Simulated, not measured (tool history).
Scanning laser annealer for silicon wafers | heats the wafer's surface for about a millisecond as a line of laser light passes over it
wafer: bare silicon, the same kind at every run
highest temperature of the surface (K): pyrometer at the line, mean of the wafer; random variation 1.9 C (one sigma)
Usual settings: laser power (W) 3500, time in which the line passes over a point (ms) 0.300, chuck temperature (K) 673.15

| run | hour | laser power (W) | time in which the line passes over a point (ms) | chuck temperature (K) | highest temperature of the surface (K) |
|---|---|---|---|---|---|
| 1 | 0.0 | 3500 | 0.300 | 673.15 | 1419.15 |
| 2 | 12.5 | 3500 | 0.300 | 673.15 | 1415.15 |
| 3 | 28.8 | 3660 | 0.300 | 673.15 | 1453.15 |
| 4 | 44.2 | 3660 | 0.300 | 673.15 | 1445.15 |
| 5 | 52.2 | 3660 | 0.300 | 670.15 | 1443.15 |
| 6 | 64.8 | 3660 | 0.263 | 670.15 | 1392.15 |
| 7 | 80.9 | 3660 | 0.263 | 670.15 | 1391.15 |
| 8 | 95.0 | 3500 | 0.300 | 673.15 | 1412.15 |
| 9 | 105.9 | 3500 | 0.300 | 673.15 | 1410.15 |
| 10 | 118.1 | 3500 | 0.300 | 673.15 | 1409.15 |
| 11 | 128.7 | 3388 | 0.276 | 673.15 | 1356.15 |
| 12 | 144.4 | 3822 | 0.250 | 654.15 | 1383.15 |
| 13 | 159.1 | 3822 | 0.345 | 700.15 | 1563.15 |
| 14 | 166.9 | 3500 | 0.359 | 661.15 | 1467.15 |
| 15 | 175.1 | 3083 | 0.359 | 661.15 | 1371.15 |
| 16 | 193.4 | 3641 | 0.296 | 645.15 | 1401.15 |

Taken out of this log: 2 entries between the listed runs. Where each belongs, and how the hidden state differs across it:
Between runs 9 and 10: laser's power meter calibrated (hour 110.4)
  light that passes the window, % of a clean one's: 96.26 -> 96.18; laser's true power over the reading, %: 0.02 -> 0.03; width of the line over the set one, %: 1.45 -> 1.47
  measured less the result without the state, highest temperature of the surface (K): -33.00 -> -33.00
Between runs 12 and 13: laser's power meter calibrated, once more (hour 152.6)
  light that passes the window, % of a clean one's: 95.98 -> 95.88; laser's true power over the reading, %: 0.04 -> -0.4; width of the line over the set one, %: 1.51 -> 1.53
  measured less the result without the state, highest temperature of the surface (K): -35.00 -> -46.00
